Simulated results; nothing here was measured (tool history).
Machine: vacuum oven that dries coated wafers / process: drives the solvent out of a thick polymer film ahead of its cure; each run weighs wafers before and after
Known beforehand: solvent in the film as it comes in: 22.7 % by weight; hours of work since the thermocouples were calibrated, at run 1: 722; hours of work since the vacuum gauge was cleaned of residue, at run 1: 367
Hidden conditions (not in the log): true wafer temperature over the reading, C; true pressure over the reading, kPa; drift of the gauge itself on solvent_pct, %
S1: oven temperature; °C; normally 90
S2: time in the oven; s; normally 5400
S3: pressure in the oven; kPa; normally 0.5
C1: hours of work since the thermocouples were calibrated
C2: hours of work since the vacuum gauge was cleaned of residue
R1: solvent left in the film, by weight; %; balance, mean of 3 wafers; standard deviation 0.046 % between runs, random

| run | hour | S1 | S2 | S3 | C1 | C2 | R1 |
|---|---|---|---|---|---|---|---|
| 1 | 0 | 90 | 5400 | 0.5 | 722 | 367 | 1.27 |
| 2 | 18.9 | 90 | 5400 | 0.5 | 734 | 379 | 1.26 |
| 3 | 48.4 | 90 | 5400 | 0.5 | 753 | 397 | 1.24 |
| 4 | 86.6 | 90 | 5400 | 0.5 | 777 | 422 | 1.22 |
| 5 | 114.9 | 90 | 5400 | 0.5 | 795 | 440 | 1.27 |
| 6 | 154.4 | 90 | 5400 | 0.5 | 820 | 465 | 1.23 |
| 7 | 176.6 | 90 | 5400 | 0.5 | 835 | 479 | 1.3 |
| 8 | 201.6 | 99 | 5400 | 0.5 | 850 | 495 | 0.4 |
| 9 | 233 | 99 | 5400 | 0.5 | 870 | 515 | 0.46 |
| 10 | 259 | 90 | 3540 | 0.5 | 887 | 531 | 2.66 |
| 11 | 293.3 | 90 | 3540 | 0.5 | 909 | 553 | 2.7 |
| 12 | 329.2 | 90 | 7980 | 0.5 | 932 | 576 | 0.83 |
| 13 | 366.3 | 90 | 7980 | 0.5 | 955 | 599 | 0.78 |
| 14 | 389.5 | 90 | 5400 | 0.5 | 970 | 614 | 1.4 |
| 15 | 423.9 | 90 | 5400 | 0.5 | 992 | 636 | 1.3 |
| 16 | 442.4 | 90 | 5400 | 0.5 | 1004 | 648 | 1.4 |
| 17 | 468.6 | 90 | 5940 | 0.5 | 1020 | 665 | 1.15 |
| 18 | 499.9 | 90 | 5940 | 0.5 | 1040 | 684 | 1.12 |
| 19 | 543.4 | 90 | 5940 | 0.5 | 1068 | 712 | 1.24 |
| 20 | 579.4 | 90 | 5940 | 0.5 | 1091 | 735 | 1.13 |
| 21 | 623.4 | 90 | 5940 | 0.286 | 1119 | 763 | 1 |
| 22 | 655.3 | 90 | 5940 | 0.286 | 1139 | 783 | 1.07 |
| 23 | 685.3 | 90 | 6240 | 0.742 | 1158 | 802 | 1.3 |
| 24 | 709.8 | 90 | 6240 | 0.742 | 1174 | 818 | 1.23 |
| 25 | 740.6 | 95 | 4620 | 0.3 | 1193 | 837 | 0.8 |
| 26 | 768.9 | 94 | 4980 | 0.493 | 1211 | 855 | 0.95 |
| 27 | 813.6 | 94 | 4980 | 0.493 | 1240 | 884 | 1.02 |
| 28 | 837.1 | 82 | 6840 | 1.169 | 1254 | 899 | 3.39 |
| 29 | 859.7 | 90 | 4020 | 0.5 | 1269 | 913 | 2.37 |
| 30 | 896.4 | 90 | 5400 | 0.972 | 1292 | 937 | 1.86 |
| 31 | 940.3 | 93 | 7860 | 1.075 | 1320 | 964 | 1.05 |
| 32 | 966.7 | 103 | 7200 | 0.5 | 1337 | 981 | 0.41 |
| 33 | 1007.3 | 90 | 5400 | 1.016 | 1363 | 1007 | 1.85 |
| 34 | 1025.9 | 90 | 5400 | 1.016 | 1375 | 1019 | 1.89 |
| 35 | 1055.3 | 97 | 6060 | 1.256 | 1393 | 1038 | 0.93 |
| 36 | 1075 | 92 | 8400 | 0.393 | 1406 | 1050 | 0.71 |
|  | 1081.2 | oven's thermocouples calibrated |
| 37 | 1097.6 | 81 | 6420 | 0.276 | 10 | 1063 | 2.73 |
| 38 | 1132.7 | 81 | 3960 | 1.685 | 33 | 1086 | 6.36 |
| 39 | 1156.9 | 81 | 7560 | 1.685 | 48 | 1101 | 3.36 |
| 40 | 1196.6 | 95 | 3300 | 0.5 | 73 | 1126 | 1.62 |
| 41 | 1227.4 | 90 | 4140 | 0.65 | 93 | 1146 | 2.04 |
| 42 | 1267.3 | 80 | 4140 | 1.832 | 118 | 1171 | 6.94 |
| 43 | 1299.1 | 82 | 6540 | 1.095 | 139 | 1191 | 3.15 |

Pick out some run-to-run changes in R1. Of each, how much would a tool without hidden state show as well, from the settings, what came in and chance, and how much is left for the hidden state and any gauge scatter not in both results compared?
Run 9 -> 10: S1 99 -> 90, S2 5400 -> 3540. R1 +2.2 %: hidden state +0.33, all else +1.87.
Run 27 -> 28: S1 94 -> 82, S2 4980 -> 6840, S3 0.493 -> 1.169. R1 +2.37 %: hidden state +0.4, all else +1.97.
Run 32 -> 33: S1 103 -> 90, S2 7200 -> 5400, S3 0.5 -> 1.016. R1 +1.44 %: hidden state +0.36, all else +1.08.
Run 37 -> 38: S2 6420 -> 3960, S3 0.276 -> 1.685. R1 +3.63 %: hidden state -0.06, all else +3.69.
Run 41 -> 42: S1 90 -> 80, S3 0.65 -> 1.832. R1 +4.9 %: hidden state +0.07, all else +4.83.
Run 42 -> 43: S1 80 -> 82, S2 4140 -> 6540, S3 1.832 -> 1.095. R1 -3.79 %: hidden state +0.05, all else -3.84.

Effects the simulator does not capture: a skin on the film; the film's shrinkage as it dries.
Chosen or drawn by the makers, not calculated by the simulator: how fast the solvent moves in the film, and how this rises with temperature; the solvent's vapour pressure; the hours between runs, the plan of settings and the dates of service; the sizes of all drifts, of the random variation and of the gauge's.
